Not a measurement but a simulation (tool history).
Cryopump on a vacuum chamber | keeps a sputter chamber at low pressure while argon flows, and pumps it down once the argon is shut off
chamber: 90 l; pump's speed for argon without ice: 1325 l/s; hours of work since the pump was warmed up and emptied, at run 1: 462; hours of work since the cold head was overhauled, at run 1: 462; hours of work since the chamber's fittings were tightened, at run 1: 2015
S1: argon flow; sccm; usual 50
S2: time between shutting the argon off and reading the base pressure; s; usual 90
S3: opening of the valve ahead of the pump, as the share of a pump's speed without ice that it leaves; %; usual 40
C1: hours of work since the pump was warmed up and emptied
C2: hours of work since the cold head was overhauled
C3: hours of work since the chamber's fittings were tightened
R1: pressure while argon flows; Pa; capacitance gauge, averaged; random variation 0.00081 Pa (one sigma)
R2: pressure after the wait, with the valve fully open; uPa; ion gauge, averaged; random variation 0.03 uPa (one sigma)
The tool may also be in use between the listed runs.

run   hour  S1   S2  S3   C1   C2    C3      R1    R2
  1    0.0  50   90  40  462  462  2015  0.1727  2.11
  2   25.1  50   90  40  476  476  2030  0.1730  2.18
  3   56.4  50   90  40  494  494  2048  0.1725  2.12
  4   80.1  50   90  40  508  508  2062  0.1735  2.20
  5   94.7  50   90  40  517  517  2071  0.1738  2.21
  6  125.6  50   90  40  535  535  2089  0.1744  2.11
     158.8  -- pump warmed up, emptied and cooled again
  7  161.9  50   90  40    2  553  2107  0.1598  2.02
  8  180.9  50   90  40   13  564  2118  0.1604  1.98
  9  205.8  50   90  40   27  579  2133  0.1590  2.00
 10  220.3  50   90  40   36  587  2141  0.1606  1.97
 11  241.3  50   90  40   48  599  2153  0.1615  2.06
 12  267.8  50   90  40   64  615  2169  0.1620  1.97
 13  281.6  50   90  40   72  623  2177  0.1609  1.99
 14  309.4  50   90  23   88  639  2193  0.2783  2.03
 15  331.8  50   94  40  101  652  2206  0.1625  1.96
 16  358.8  47  180  40  117  668  2222  0.1532  1.43
 17  385.7  47  180  40  132  684  2237  0.1531  1.48
 18  400.5  50   79  60  141  692  2246  0.1095  2.26
 19  419.3  50   79  60  152  703  2257  0.1102  2.28
 20  445.1  48  245  20  167  718  2272  0.3111  1.28
 21  462.7  50  230  40  177  728  2282  0.1638  1.27
 22  477.7  50  230  40  186  737  2291  0.1642  1.31
 23  502.9  54   30  40  201  752  2306  0.1783  4.58
 24  532.7  54   30  22  218  769  2323  0.3205  4.56
 25  546.9  47   20  39  226  778  2332  0.1607  6.47
 26  564.0  50  171  43  236  788  2341  0.1551  1.54
 27  590.2  50   90  17  252  803  2357  0.3811  2.05
 28  619.8  50   90  29  269  820  2374  0.2267  2.19
 29  637.2  30  195  52  279  830  2384  0.0789  1.43
 30  662.6  30  195  52  294  845  2399  0.0790  1.48

Forecast each of these 3 alternatives for the next run:
  A  685.1  94  195  52  307  858  2412   ?   ?
  B  685.1  20   93  21  307  858  2412   ?   ?
  C  685.1  31   42  26  307  858  2412   ?   ?

run      R1    R2
  A  0.2483  1.48
  B  0.1240  2.13
  C  0.1576  3.66
Without the tool's hidden state the same runs would have given:
run      R1    R2
  A  0.2324  0.80
  B  0.1207  1.43
  C  0.1524  2.96
